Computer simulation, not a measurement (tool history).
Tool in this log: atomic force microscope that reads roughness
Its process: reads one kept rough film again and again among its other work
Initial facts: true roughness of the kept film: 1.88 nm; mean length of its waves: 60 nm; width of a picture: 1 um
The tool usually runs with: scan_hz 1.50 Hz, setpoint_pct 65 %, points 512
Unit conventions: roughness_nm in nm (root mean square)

run     day  scan_hz  setpoint_pct  points  roughness_nm
  1   0.000     1.50            65     512         1.652
  2   0.642     1.50            65     512         1.639
      0.738  -- new tip fitted
  3   1.050     1.50            65     512         1.765
  4   1.446     1.50            65     512         1.774
  5   2.304     1.50            65     512         1.758
  6   2.942     1.50            65     512         1.758
  7   3.542     1.50            65     512         1.743
  8   3.992     3.44            65     512         1.637
  9   4.725     1.50            65     578         1.729
 10   5.175     1.50            65     512         1.725
 11   5.879     1.50            65     512         1.721
 12   6.675     1.50            65     512         1.721
 13   7.292     1.50            65     512         1.725
 14   7.946     3.68            65     512         1.599
 15   8.654     3.68            65     512         1.601
 16   9.042     1.50            60     625         1.722
 17   9.629     3.47            88     637         1.295
 18  10.183     1.50            76     536         1.628
 19  10.708     1.50            76     536         1.623
 20  11.500     0.62            76     311         1.701
 21  12.296     1.50            79     349         1.589

What if the next run were any one of these 5? Each begins from the tool's condition after run 21:
  A  12.821     1.33            79     349             ?
  B  12.821     0.66            83     987             ?
  C  12.821     1.06            60     512             ?
  D  12.821     1.50            76     765             ?
  E  12.821     1.14            65     579             ?

run  roughness_nm
  A         1.600
  B         1.646
  C         1.707
  D         1.613
  E         1.696
Without the tool's hidden state the same runs would have given:
run  roughness_nm
  A         1.681
  B         1.729
  C         1.793
  D         1.694
  E         1.781
